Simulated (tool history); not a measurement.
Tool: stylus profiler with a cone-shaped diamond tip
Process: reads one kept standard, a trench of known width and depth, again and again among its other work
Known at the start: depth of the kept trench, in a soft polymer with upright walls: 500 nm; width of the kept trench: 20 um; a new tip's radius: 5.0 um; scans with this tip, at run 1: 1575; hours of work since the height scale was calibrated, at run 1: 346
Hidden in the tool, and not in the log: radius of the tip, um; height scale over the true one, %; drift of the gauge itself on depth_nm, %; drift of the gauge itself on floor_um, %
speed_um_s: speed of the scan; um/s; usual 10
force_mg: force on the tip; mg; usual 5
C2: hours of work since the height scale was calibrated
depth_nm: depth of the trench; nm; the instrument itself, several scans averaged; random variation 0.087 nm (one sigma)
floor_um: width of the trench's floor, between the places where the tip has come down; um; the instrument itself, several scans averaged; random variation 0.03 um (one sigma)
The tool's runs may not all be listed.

{"run": 1, "hour": 0.0, "speed_um_s": 10, "force_mg": 5, "scans with this tip": 1575, "C2": 346, "depth_nm": 511.47, "floor_um": 15.38}
{"run": 2, "hour": 8.9, "speed_um_s": 10, "force_mg": 5, "scans with this tip": 1602, "C2": 352, "depth_nm": 511.48, "floor_um": 15.35}
{"run": 3, "hour": 17.6, "speed_um_s": 10, "force_mg": 3.29, "scans with this tip": 1628, "C2": 357, "depth_nm": 508.89, "floor_um": 15.4}
{"run": 4, "hour": 28.7, "speed_um_s": 10, "force_mg": 5, "scans with this tip": 1662, "C2": 365, "depth_nm": 511.5, "floor_um": 15.41}
{"run": 5, "hour": 45.5, "speed_um_s": 10, "force_mg": 5, "scans with this tip": 1713, "C2": 376, "depth_nm": 511.38, "floor_um": 15.37}
{"run": 6, "hour": 53.6, "speed_um_s": 3, "force_mg": 5, "scans with this tip": 1737, "C2": 381, "depth_nm": 511.52, "floor_um": 15.39}

Forecast run 7:
{"run": 7, "hour": 66.4, "speed_um_s": 3, "force_mg": 8.68, "scans with this tip": 1775, "C2": 390, "depth_nm": "?", "floor_um": "?"}

Run 7 gave depth_nm 516.19 nm, floor_um 15.43 um.
Without the tool's hidden state the same run would have given depth_nm 515.32 nm, floor_um 15.66 um.
